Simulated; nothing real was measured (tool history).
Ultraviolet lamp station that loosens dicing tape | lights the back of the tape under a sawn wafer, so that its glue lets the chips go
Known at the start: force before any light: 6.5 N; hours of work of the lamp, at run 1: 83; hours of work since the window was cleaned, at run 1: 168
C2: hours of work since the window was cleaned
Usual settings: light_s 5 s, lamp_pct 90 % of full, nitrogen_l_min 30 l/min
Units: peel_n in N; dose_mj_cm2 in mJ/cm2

run 1 hour=0 | light_s=5 lamp_pct=90 nitrogen_l_min=30 | hours_of_work_of_the_lamp=83 C2=168 | peel_n=0.457 dose_mj_cm2=586
run 2 hour=6.8 | light_s=5 lamp_pct=90 nitrogen_l_min=30 | hours_of_work_of_the_lamp=88 C2=173 | peel_n=0.444 dose_mj_cm2=586
run 3 hour=21.4 | light_s=5 lamp_pct=90 nitrogen_l_min=42 | hours_of_work_of_the_lamp=99 C2=184 | peel_n=0.381 dose_mj_cm2=577
run 4 hour=32.2 | light_s=5 lamp_pct=90 nitrogen_l_min=42 | hours_of_work_of_the_lamp=107 C2=192 | peel_n=0.37 dose_mj_cm2=583
run 5 hour=40.6 | light_s=5 lamp_pct=90 nitrogen_l_min=42 | hours_of_work_of_the_lamp=114 C2=199 | peel_n=0.374 dose_mj_cm2=579
run 6 hour=48.8 | light_s=5 lamp_pct=90 nitrogen_l_min=42 | hours_of_work_of_the_lamp=120 C2=205 | peel_n=0.386 dose_mj_cm2=583
run 7 hour=56 | light_s=3 lamp_pct=90 nitrogen_l_min=30 | hours_of_work_of_the_lamp=125 C2=211 | peel_n=1.126 dose_mj_cm2=340
run 8 hour=68.2 | light_s=3 lamp_pct=90 nitrogen_l_min=30 | hours_of_work_of_the_lamp=135 C2=220 | peel_n=1.105 dose_mj_cm2=344
run 9 hour=85.1 | light_s=3 lamp_pct=90 nitrogen_l_min=30 | hours_of_work_of_the_lamp=148 C2=233 | peel_n=1.137 dose_mj_cm2=345
run 10 hour=95.9 | light_s=5 lamp_pct=90 nitrogen_l_min=30 | hours_of_work_of_the_lamp=156 C2=241 | peel_n=0.47 dose_mj_cm2=574
run 11 hour=105.9 | light_s=5 lamp_pct=90 nitrogen_l_min=30 | hours_of_work_of_the_lamp=163 C2=249 | peel_n=0.475 dose_mj_cm2=572
run 12 hour=120.8 | light_s=5 lamp_pct=90 nitrogen_l_min=30 | hours_of_work_of_the_lamp=175 C2=260 | peel_n=0.456 dose_mj_cm2=568
run 13 hour=136.7 | light_s=5 lamp_pct=90 nitrogen_l_min=30 | hours_of_work_of_the_lamp=187 C2=272 | peel_n=0.489 dose_mj_cm2=563
run 14 hour=144.9 | light_s=5 lamp_pct=90 nitrogen_l_min=30 | hours_of_work_of_the_lamp=193 C2=278 | peel_n=0.471 dose_mj_cm2=564
run 15 hour=155.4 | light_s=5 lamp_pct=90 nitrogen_l_min=30 | hours_of_work_of_the_lamp=201 C2=286 | peel_n=0.453 dose_mj_cm2=565
run 16 hour=166.6 | light_s=5 lamp_pct=90 nitrogen_l_min=30 | hours_of_work_of_the_lamp=210 C2=295 | peel_n=0.497 dose_mj_cm2=560
run 17 hour=181.7 | light_s=5 lamp_pct=90 nitrogen_l_min=30 | hours_of_work_of_the_lamp=221 C2=306 | peel_n=0.475 dose_mj_cm2=563
run 18 hour=197.4 | light_s=5 lamp_pct=90 nitrogen_l_min=30 | hours_of_work_of_the_lamp=233 C2=318 | peel_n=0.483 dose_mj_cm2=557
run 19 hour=208.7 | light_s=5 lamp_pct=90 nitrogen_l_min=30 | hours_of_work_of_the_lamp=242 C2=327 | peel_n=0.511 dose_mj_cm2=563
run 20 hour=223 | light_s=5 lamp_pct=90 nitrogen_l_min=30 | hours_of_work_of_the_lamp=253 C2=338 | peel_n=0.5 dose_mj_cm2=553
run 21 hour=234.4 | light_s=5 lamp_pct=90 nitrogen_l_min=30 | hours_of_work_of_the_lamp=261 C2=347 | peel_n=0.499 dose_mj_cm2=555
run 22 hour=242.3 | light_s=5 lamp_pct=90 nitrogen_l_min=27 | hours_of_work_of_the_lamp=267 C2=353 | peel_n=0.543 dose_mj_cm2=551
run 23 hour=252.1 | light_s=3 lamp_pct=90 nitrogen_l_min=12 | hours_of_work_of_the_lamp=275 C2=360 | peel_n=2.012 dose_mj_cm2=328
run 24 hour=267.9 | light_s=9 lamp_pct=68 nitrogen_l_min=10 | hours_of_work_of_the_lamp=287 C2=372 | peel_n=0.629 dose_mj_cm2=748
run 25 hour=284.6 | light_s=5 lamp_pct=100 nitrogen_l_min=17 | hours_of_work_of_the_lamp=300 C2=385 | peel_n=0.652 dose_mj_cm2=605
run 26 hour=295.1 | light_s=2 lamp_pct=86 nitrogen_l_min=30 | hours_of_work_of_the_lamp=308 C2=393 | peel_n=2.141 dose_mj_cm2=212
run 27 hour=305.4 | light_s=9 lamp_pct=83 nitrogen_l_min=32 | hours_of_work_of_the_lamp=316 C2=401 | peel_n=0.283 dose_mj_cm2=888
run 28 hour=318.6 | light_s=5 lamp_pct=60 nitrogen_l_min=30 | hours_of_work_of_the_lamp=326 C2=411 | peel_n=1.055 dose_mj_cm2=360
run 29 hour=333.4 | light_s=5 lamp_pct=60 nitrogen_l_min=30 | hours_of_work_of_the_lamp=337 C2=422 | peel_n=1.06 dose_mj_cm2=359
run 30 hour=340.5 | light_s=7 lamp_pct=87 nitrogen_l_min=30 | hours_of_work_of_the_lamp=342 C2=427 | peel_n=0.33 dose_mj_cm2=725
run 31 hour=351.5 | light_s=3 lamp_pct=65 nitrogen_l_min=51 | hours_of_work_of_the_lamp=351 C2=436 | peel_n=1.466 dose_mj_cm2=229
-- hour=358.4 window cleaned of glue's vapour
run 32 hour=362.9 | light_s=2 lamp_pct=79 nitrogen_l_min=34 | hours_of_work_of_the_lamp=359 C2=3 | peel_n=2.097 dose_mj_cm2=197
run 33 hour=370.7 | light_s=2 lamp_pct=81 nitrogen_l_min=30 | hours_of_work_of_the_lamp=365 C2=9 | peel_n=2.157 dose_mj_cm2=205
run 34 hour=385.9 | light_s=2 lamp_pct=81 nitrogen_l_min=30 | hours_of_work_of_the_lamp=376 C2=21 | peel_n=2.172 dose_mj_cm2=202
run 35 hour=395.7 | light_s=3 lamp_pct=90 nitrogen_l_min=14 | hours_of_work_of_the_lamp=384 C2=28 | peel_n=1.688 dose_mj_cm2=336
run 36 hour=406.4 | light_s=2 lamp_pct=93 nitrogen_l_min=31 | hours_of_work_of_the_lamp=392 C2=37 | peel_n=1.859 dose_mj_cm2=233
run 37 hour=421 | light_s=3 lamp_pct=93 nitrogen_l_min=11 | hours_of_work_of_the_lamp=403 C2=48 | peel_n=1.872 dose_mj_cm2=345
run 38 hour=428.1 | light_s=2 lamp_pct=92 nitrogen_l_min=19 | hours_of_work_of_the_lamp=409 C2=53 | peel_n=2.356 dose_mj_cm2=229
run 39 hour=444.4 | light_s=5 lamp_pct=90 nitrogen_l_min=30 | hours_of_work_of_the_lamp=421 C2=66 | peel_n=0.507 dose_mj_cm2=552
run 40 hour=455 | light_s=3 lamp_pct=90 nitrogen_l_min=44 | hours_of_work_of_the_lamp=429 C2=74 | peel_n=0.916 dose_mj_cm2=333
run 41 hour=470.9 | light_s=3 lamp_pct=90 nitrogen_l_min=44 | hours_of_work_of_the_lamp=441 C2=86 | peel_n=0.941 dose_mj_cm2=329
run 42 hour=485 | light_s=5 lamp_pct=90 nitrogen_l_min=12 | hours_of_work_of_the_lamp=452 C2=97 | peel_n=0.993 dose_mj_cm2=544
run 43 hour=496.2 | light_s=5 lamp_pct=90 nitrogen_l_min=12 | hours_of_work_of_the_lamp=461 C2=105 | peel_n=0.94 dose_mj_cm2=552
run 44 hour=509.6 | light_s=7 lamp_pct=70 nitrogen_l_min=20 | hours_of_work_of_the_lamp=471 C2=115 | peel_n=0.591 dose_mj_cm2=593

Some steps in peel_n between neighbouring runs. How much of each would the tool show without its hidden state too (settings, what came in, random variation), and how much is left for the hidden state, with any gauge scatter that isn't in both results?
The hidden state here: lamp's light, % of a new lamp's; light that the window lets through, % of a clean one's; drift of the gauge itself on peel_n, %; drift of the gauge itself on dose_mj_cm2, %.
Run 25 -> 26: light_s 5 -> 2, lamp_pct 100 -> 86, nitrogen_l_min 17 -> 30. peel_n +1.489 N: hidden state +0.162, all else +1.327.
Run 26 -> 27: light_s 2 -> 9, lamp_pct 86 -> 83, nitrogen_l_min 30 -> 32. peel_n -1.858 N: hidden state -0.273, all else -1.585.
Run 27 -> 28: light_s 9 -> 5, lamp_pct 83 -> 60, nitrogen_l_min 32 -> 30. peel_n +0.772 N: hidden state +0.194, all else +0.578.
Run 30 -> 31: light_s 7 -> 3, lamp_pct 87 -> 65, nitrogen_l_min 30 -> 51. peel_n +1.136 N: hidden state +0.227, all else +0.909.
Run 38 -> 39: light_s 2 -> 5, lamp_pct 92 -> 90, nitrogen_l_min 19 -> 30. peel_n -1.849 N: hidden state -0.164, all else -1.685.

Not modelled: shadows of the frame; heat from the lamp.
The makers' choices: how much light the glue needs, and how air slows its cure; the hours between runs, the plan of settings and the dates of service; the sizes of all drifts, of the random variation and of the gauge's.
